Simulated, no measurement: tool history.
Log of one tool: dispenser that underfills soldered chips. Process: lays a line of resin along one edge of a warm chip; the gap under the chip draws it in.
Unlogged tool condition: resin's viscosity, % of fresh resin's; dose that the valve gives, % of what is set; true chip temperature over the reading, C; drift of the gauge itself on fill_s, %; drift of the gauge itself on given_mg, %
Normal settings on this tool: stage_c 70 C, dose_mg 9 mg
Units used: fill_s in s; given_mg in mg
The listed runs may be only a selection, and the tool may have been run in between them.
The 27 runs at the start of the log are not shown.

run	hour	stage_c	dose_mg	hours of work since the syringe was changed	hours of work since the valve was cleaned	hours of work since the stage was calibrated	fill_s	given_mg
28	134.5	65	11.42	3	131	190	166.4	10.74
# hour 138.3: new syringe of resin
# hour 139.3: dispensing valve cleaned and set on the balance
29	139.9	61	11.47	0	0	192	174.4	11.49
30	145.5	85	9.73	4	4	196	87.7	9.76
# hour 147.5: new syringe of resin
31	151.2	65	8.72	3	8	200	166.9	8.79
# hour 155.8: new syringe of resin
32	157.9	65	8.72	1	12	204	164.1	8.81
33	163.4	66	9.13	5	16	208	174.3	9.08
# hour 164.2: new syringe of resin
34	166.6	84	9.17	2	18	210	84	9.13
# hour 172.3: new syringe of resin
35	173.2	67	10.22	1	22	214	145.5	10.11

Here are 5 independent what-if runs from the current tool condition. What would each one return?
A	176.6	62	7.68	3	24	216	?	?
B	176.6	55	10.09	3	24	216	?	?
C	176.6	60	8.13	3	24	216	?	?
D	176.6	84	10.2	3	24	216	?	?
E	176.6	56	9	3	24	216	?	?

run	fill_s	given_mg
A	193.1	7.61
B	239.1	10.07
C	205.5	8.07
D	86.4	10.03
E	236.8	8.89
Without the tool's unlogged condition, the same runs would have read:
run	fill_s	given_mg
A	179.8	7.66
B	223.3	10.14
C	191.5	8.12
D	80.4	10.09
E	221.1	8.95
